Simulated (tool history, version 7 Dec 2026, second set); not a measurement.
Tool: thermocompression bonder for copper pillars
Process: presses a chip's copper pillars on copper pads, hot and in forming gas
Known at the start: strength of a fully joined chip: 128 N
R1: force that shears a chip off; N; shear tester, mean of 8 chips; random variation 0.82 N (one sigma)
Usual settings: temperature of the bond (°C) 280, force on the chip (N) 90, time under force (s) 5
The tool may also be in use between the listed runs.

{"run": 1, "hour": 0.0, "temperature of the bond (°C)": 280, "force on the chip (N)": 90, "time under force (s)": 5, "R1": 64.5}
{"run": 2, "hour": 17.9, "temperature of the bond (°C)": 280, "force on the chip (N)": 90, "time under force (s)": 5, "R1": 64.2}
{"hour": 24.8, "done": "forming gas filter changed"}
{"run": 3, "hour": 37.3, "temperature of the bond (°C)": 280, "force on the chip (N)": 111, "time under force (s)": 5, "R1": 69.8}
{"run": 4, "hour": 57.5, "temperature of the bond (°C)": 280, "force on the chip (N)": 111, "time under force (s)": 5, "R1": 70}
{"run": 5, "hour": 73.9, "temperature of the bond (°C)": 280, "force on the chip (N)": 111, "time under force (s)": 5, "R1": 73.1}
{"run": 6, "hour": 86.8, "temperature of the bond (°C)": 280, "force on the chip (N)": 111, "time under force (s)": 5, "R1": 69.9}
{"run": 7, "hour": 105.8, "temperature of the bond (°C)": 280, "force on the chip (N)": 90, "time under force (s)": 5, "R1": 64.2}
{"run": 8, "hour": 116.5, "temperature of the bond (°C)": 280, "force on the chip (N)": 90, "time under force (s)": 5, "R1": 65.7}
{"run": 9, "hour": 134.5, "temperature of the bond (°C)": 280, "force on the chip (N)": 90, "time under force (s)": 5, "R1": 65.1}
{"run": 10, "hour": 145.4, "temperature of the bond (°C)": 280, "force on the chip (N)": 90, "time under force (s)": 5, "R1": 63.8}
{"run": 11, "hour": 159.5, "temperature of the bond (°C)": 280, "force on the chip (N)": 90, "time under force (s)": 11, "R1": 81.5}
{"run": 12, "hour": 175.9, "temperature of the bond (°C)": 266, "force on the chip (N)": 90, "time under force (s)": 11, "R1": 71.5}
{"run": 13, "hour": 197.3, "temperature of the bond (°C)": 288, "force on the chip (N)": 90, "time under force (s)": 11, "R1": 88.6}
{"run": 14, "hour": 213.9, "temperature of the bond (°C)": 288, "force on the chip (N)": 90, "time under force (s)": 11, "R1": 87.2}
{"run": 15, "hour": 235.9, "temperature of the bond (°C)": 280, "force on the chip (N)": 90, "time under force (s)": 12, "R1": 84.4}
{"run": 16, "hour": 247.4, "temperature of the bond (°C)": 280, "force on the chip (N)": 90, "time under force (s)": 12, "R1": 84.2}
{"run": 17, "hour": 267.2, "temperature of the bond (°C)": 280, "force on the chip (N)": 90, "time under force (s)": 11, "R1": 82.4}
{"run": 18, "hour": 278.5, "temperature of the bond (°C)": 280, "force on the chip (N)": 90, "time under force (s)": 11, "R1": 83.7}
{"run": 19, "hour": 293.6, "temperature of the bond (°C)": 280, "force on the chip (N)": 113, "time under force (s)": 12, "R1": 91.5}
{"run": 20, "hour": 314.0, "temperature of the bond (°C)": 280, "force on the chip (N)": 113, "time under force (s)": 12, "R1": 92.9}
{"run": 21, "hour": 324.8, "temperature of the bond (°C)": 280, "force on the chip (N)": 74, "time under force (s)": 10, "R1": 75.1}
{"run": 22, "hour": 345.8, "temperature of the bond (°C)": 291, "force on the chip (N)": 55, "time under force (s)": 5, "R1": 56.7}
{"run": 23, "hour": 361.0, "temperature of the bond (°C)": 295, "force on the chip (N)": 90, "time under force (s)": 15, "R1": 101.7}
{"run": 24, "hour": 379.8, "temperature of the bond (°C)": 301, "force on the chip (N)": 135, "time under force (s)": 6, "R1": 95.5}
{"hour": 393.2, "done": "forming gas filter changed"}
{"run": 25, "hour": 401.1, "temperature of the bond (°C)": 264, "force on the chip (N)": 84, "time under force (s)": 12, "R1": 69.9}
{"run": 26, "hour": 419.0, "temperature of the bond (°C)": 275, "force on the chip (N)": 70, "time under force (s)": 5, "R1": 54.1}
{"run": 27, "hour": 432.6, "temperature of the bond (°C)": 280, "force on the chip (N)": 67, "time under force (s)": 12, "R1": 75.3}
{"run": 28, "hour": 454.4, "temperature of the bond (°C)": 258, "force on the chip (N)": 88, "time under force (s)": 14, "R1": 69.6}
{"run": 29, "hour": 466.3, "temperature of the bond (°C)": 253, "force on the chip (N)": 81, "time under force (s)": 11, "R1": 58.9}
{"run": 30, "hour": 488.3, "temperature of the bond (°C)": 270, "force on the chip (N)": 60, "time under force (s)": 5, "R1": 47.1}
{"run": 31, "hour": 497.7, "temperature of the bond (°C)": 270, "force on the chip (N)": 60, "time under force (s)": 5, "R1": 47.5}
{"run": 32, "hour": 516.9, "temperature of the bond (°C)": 270, "force on the chip (N)": 60, "time under force (s)": 9, "R1": 58.3}

4 ways to go on from here, each from the tool as it stands after run 32. What would each give?
{"run": "A", "hour": 528.2, "temperature of the bond (°C)": 278, "force on the chip (N)": 90, "time under force (s)": 7, "R1": "?"}
{"run": "B", "hour": 528.2, "temperature of the bond (°C)": 270, "force on the chip (N)": 68, "time under force (s)": 9, "R1": "?"}
{"run": "C", "hour": 528.2, "temperature of the bond (°C)": 286, "force on the chip (N)": 60, "time under force (s)": 9, "R1": "?"}
{"run": "D", "hour": 528.2, "temperature of the bond (°C)": 254, "force on the chip (N)": 90, "time under force (s)": 4, "R1": "?"}

run=A R1=71.5
run=B R1=62.1
run=C R1=70.2
run=D R1=42.3
Without the tool's hidden state the same runs would have given:
run=A R1=71.8
run=B R1=62.4
run=C R1=70.5
run=D R1=42.6

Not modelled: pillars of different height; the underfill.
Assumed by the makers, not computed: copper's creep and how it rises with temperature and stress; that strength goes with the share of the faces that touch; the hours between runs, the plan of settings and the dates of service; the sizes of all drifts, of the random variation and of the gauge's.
